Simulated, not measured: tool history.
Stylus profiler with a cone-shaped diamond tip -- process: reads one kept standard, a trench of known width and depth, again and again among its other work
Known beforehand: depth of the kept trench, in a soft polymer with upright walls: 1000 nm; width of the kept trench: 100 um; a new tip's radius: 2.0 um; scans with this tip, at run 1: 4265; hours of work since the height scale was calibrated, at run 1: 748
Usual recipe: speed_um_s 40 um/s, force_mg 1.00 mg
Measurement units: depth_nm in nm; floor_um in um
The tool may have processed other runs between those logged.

run,day,speed_um_s,force_mg,scans with this tip,hours of work since the height scale was calibrated,depth_nm,floor_um
1,0.000,40,1.00,4265,748,1007.00,95.29
2,2.433,41,1.00,4441,779,1006.95,95.26
3,4.875,40,1.20,4617,810,1007.79,95.26
4,6.212,40,1.20,4713,826,1007.83,95.22
5,7.867,40,1.20,4833,847,1007.98,95.22
6,10.296,63,1.00,5008,878,1006.84,94.91
7,11.625,63,1.00,5104,895,1007.16,94.96
8,14.117,67,1.00,5283,926,1006.68,94.84
9,15.554,67,1.00,5387,945,1006.81,94.82
10,18.012,40,1.00,5564,976,1006.79,95.03
11,19.512,40,1.00,5672,995,1006.44,95.03
12,21.204,40,2.55,5794,1016,1013.50,95.16
13,23.471,15,1.00,5957,1045,1006.64,95.22
14,26.062,15,1.00,6144,1077,1006.64,95.19
15,28.721,29,1.00,6336,1111,1006.69,95.06
16,30.392,51,1.00,6457,1132,1006.62,94.75
17,32.679,51,1.00,6622,1161,1006.68,94.81
18,33.983,51,1.00,6715,1178,1006.57,94.74
19,35.204,51,1.00,6804,1193,1006.65,94.69
20,36.404,51,1.00,6890,1208,1006.55,94.69
21,37.579,35,1.00,6975,1223,1006.24,94.86
22,39.746,142,1.00,7131,1250,1006.26,93.87
23,42.067,79,0.86,7298,1280,1005.72,94.38
24,44.496,40,1.07,7473,1310,1006.67,94.76
25,46.712,40,0.85,7633,1339,1005.49,94.68
26,49.088,57,1.44,7804,1368,1008.47,94.59
27,50.892,44,1.44,7934,1391,1008.41,94.70
28,52.575,102,2.49,8056,1413,1013.12,94.48
29,53.750,43,1.18,8141,1427,1007.14,94.66
30,55.775,43,1.18,8287,1453,1006.91,94.57
31,57.554,17,0.43,8415,1476,1002.74,94.74
32,59.371,26,2.17,8546,1499,1011.56,94.74
33,62.025,19,0.98,8737,1532,1005.81,94.75
34,64.725,22,1.32,8932,1566,1007.58,94.71
35,65.983,22,1.32,9023,1582,1007.48,94.68
36,67.517,22,1.32,9133,1601,1007.49,94.68
37,68.958,107,1.17,9237,1620,1006.73,93.92
38,71.217,16,1.17,9400,1648,1006.66,94.70
39,73.512,46,0.88,9565,1677,1005.22,94.32
40,75.538,46,0.88,9711,1703,1005.22,94.28

Measured result minus the same run's result without the hidden state. Both carry the same run-to-run variation, though not necessarily the same gauge scatter:
The hidden state here: radius of the tip, um; height scale over the true one, %; drift of the gauge itself on depth_nm, %; drift of the gauge itself on floor_um, %.
run,depth_nm,floor_um
1,-0.93,-0.90
2,-0.97,-0.94
3,-1.01,-0.97
4,-1.03,-0.99
5,-1.06,-1.01
6,-1.09,-1.04
7,-1.11,-1.05
8,-1.16,-1.08
9,-1.18,-1.10
10,-1.21,-1.12
11,-1.24,-1.14
12,-1.28,-1.16
13,-1.30,-1.19
14,-1.34,-1.22
15,-1.38,-1.25
16,-1.40,-1.27
17,-1.44,-1.29
18,-1.47,-1.31
19,-1.48,-1.33
20,-1.50,-1.33
21,-1.52,-1.35
22,-1.55,-1.38
23,-1.59,-1.41
24,-1.63,-1.43
25,-1.66,-1.46
26,-1.70,-1.49
27,-1.73,-1.50
28,-1.77,-1.52
29,-1.77,-1.53
30,-1.81,-1.55
31,-1.83,-1.58
32,-1.88,-1.60
33,-1.91,-1.62
34,-1.96,-1.66
35,-1.98,-1.67
36,-2.00,-1.68
37,-2.02,-1.70
38,-2.06,-1.73
39,-2.09,-1.75
40,-2.13,-1.77
